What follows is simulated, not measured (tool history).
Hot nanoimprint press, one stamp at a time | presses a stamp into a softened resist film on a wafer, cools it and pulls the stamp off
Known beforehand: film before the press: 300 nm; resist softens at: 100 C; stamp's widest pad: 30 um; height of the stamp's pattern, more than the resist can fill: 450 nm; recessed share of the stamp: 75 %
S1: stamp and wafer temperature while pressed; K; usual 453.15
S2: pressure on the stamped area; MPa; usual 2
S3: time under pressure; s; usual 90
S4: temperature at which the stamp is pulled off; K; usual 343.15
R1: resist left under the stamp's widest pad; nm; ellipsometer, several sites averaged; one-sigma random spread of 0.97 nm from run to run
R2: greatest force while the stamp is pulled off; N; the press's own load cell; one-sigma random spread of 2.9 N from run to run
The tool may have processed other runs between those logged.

run 1 hour=0 | S1=453.15 S2=2 S3=90 S4=343.15 | R1=169.4 R2=134
run 2 hour=38.1 | S1=453.15 S2=2 S3=90 S4=343.15 | R1=168.8 R2=139
-- hour=53.7 stamp cleaned and given a new release coat
run 3 hour=80.3 | S1=451.15 S2=2 S3=90 S4=343.15 | R1=181.7 R2=134
run 4 hour=100.9 | S1=451.15 S2=2 S3=90 S4=343.15 | R1=182 R2=132
run 5 hour=119.8 | S1=453.15 S2=2 S3=90 S4=343.15 | R1=169.9 R2=136
run 6 hour=158.1 | S1=453.15 S2=2 S3=90 S4=343.15 | R1=169 R2=137
run 7 hour=192.4 | S1=454.15 S2=2 S3=90 S4=343.15 | R1=163.7 R2=134
run 8 hour=229.9 | S1=454.15 S2=2 S3=90 S4=343.15 | R1=164.9 R2=140
run 9 hour=262 | S1=454.15 S2=2 S3=90 S4=343.15 | R1=162.3 R2=143
run 10 hour=292 | S1=453.15 S2=1.76 S3=90 S4=343.15 | R1=181.9 R2=136
-- hour=309.1 plate thermocouple calibrated
run 11 hour=321.3 | S1=453.15 S2=1.76 S3=156 S4=343.15 | R1=152 R2=137
run 12 hour=343.7 | S1=453.15 S2=2 S3=80 S4=332.15 | R1=176.6 R2=148
run 13 hour=369.8 | S1=464.15 S2=2.01 S3=149 S4=343.15 | R1=93.9 R2=131
run 14 hour=397.3 | S1=450.15 S2=2.92 S3=178 S4=348.15 | R1=126.3 R2=137
run 15 hour=428 | S1=450.15 S2=2.92 S3=178 S4=344.15 | R1=126.1 R2=139

Predict each of these 3 candidate next runs independently; none follows another, all start after run 15:
-- hour=454.1 stamp cleaned and given a new release coat
-- hour=471.7 press's hydraulic seals changed and the load cell set to zero
run A hour=477.1 | S1=442.15 S2=2.43 S3=47 S4=344.15 | R1=? R2=?
-- hour=454.1 stamp cleaned and given a new release coat
-- hour=471.7 press's hydraulic seals changed and the load cell set to zero
run B hour=477.1 | S1=458.15 S2=2.88 S3=178 S4=344.15 | R1=? R2=?
-- hour=454.1 stamp cleaned and given a new release coat
-- hour=471.7 press's hydraulic seals changed and the load cell set to zero
run C hour=477.1 | S1=453.15 S2=1.25 S3=90 S4=343.15 | R1=? R2=?

run=A R1=250.9 R2=132
run=B R1=91.4 R2=135
run=C R1=207.3 R2=137
The same runs, with their run-to-run variation unchanged, on a tool lacking any hidden condition would have given:
run=A R1=251 R2=132
run=B R1=91.4 R2=135
run=C R1=207.3 R2=136

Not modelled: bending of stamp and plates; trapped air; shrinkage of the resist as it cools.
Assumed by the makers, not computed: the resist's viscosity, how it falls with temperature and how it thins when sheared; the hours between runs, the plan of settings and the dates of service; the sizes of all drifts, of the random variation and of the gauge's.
